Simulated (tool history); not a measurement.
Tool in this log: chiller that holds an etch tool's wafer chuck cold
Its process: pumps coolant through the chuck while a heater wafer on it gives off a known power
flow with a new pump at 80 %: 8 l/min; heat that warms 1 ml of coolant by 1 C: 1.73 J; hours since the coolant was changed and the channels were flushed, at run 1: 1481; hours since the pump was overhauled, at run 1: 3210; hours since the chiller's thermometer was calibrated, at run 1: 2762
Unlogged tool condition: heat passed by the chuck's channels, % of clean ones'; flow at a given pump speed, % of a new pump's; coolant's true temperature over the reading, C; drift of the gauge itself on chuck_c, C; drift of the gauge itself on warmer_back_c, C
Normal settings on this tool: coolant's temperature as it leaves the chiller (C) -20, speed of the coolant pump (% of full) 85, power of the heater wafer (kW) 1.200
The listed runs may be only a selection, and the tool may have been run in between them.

run	day	coolant's temperature as it leaves the chiller (C)	speed of the coolant pump (% of full)	power of the heater wafer (kW)	hours since the coolant was changed and the channels were flushed	hours since the pump was overhauled	hours since the chiller's thermometer was calibrated	chuck's temperature once it has settled (C)	how much warmer the coolant comes back (C)
1	0.000	-20	85	1.200	1481	3210	2762	-6.1	4.84
2	2.929	-20	85	1.200	1551	3280	2832	-5.9	4.85
# day 5.342: chiller's thermometer calibrated
3	6.029	-20	85	1.200	1625	3353	16	-6.1	4.81
4	7.488	-20	85	1.200	1660	3388	51	-6.0	4.82
5	10.538	-20	85	1.200	1733	3461	125	-6.0	4.90
6	12.488	-20	85	1.200	1780	3508	171	-6.1	4.79
7	15.608	-20	85	1.200	1854	3583	246	-6.1	4.76
8	18.167	-26	85	1.200	1916	3644	308	-12.2	4.78
9	20.683	-20	85	1.200	1976	3705	368	-6.1	4.73
10	23.333	-26	85	1.200	2040	3769	432	-12.0	4.80
11	25.462	-20	85	0.839	2091	3820	483	-10.4	3.30
12	27.454	-20	85	0.839	2139	3867	531	-10.4	3.27

Predict the results of run 13:
13	30.750	-16	85	1.229	2218	3947	610	?	?

Run 13 gave chuck's temperature once it has settled (C) -1.6, how much warmer the coolant comes back (C) 4.90.
With no hidden state in the tool, this same run would have given chuck's temperature once it has settled (C) -1.6, how much warmer the coolant comes back (C) 5.01.
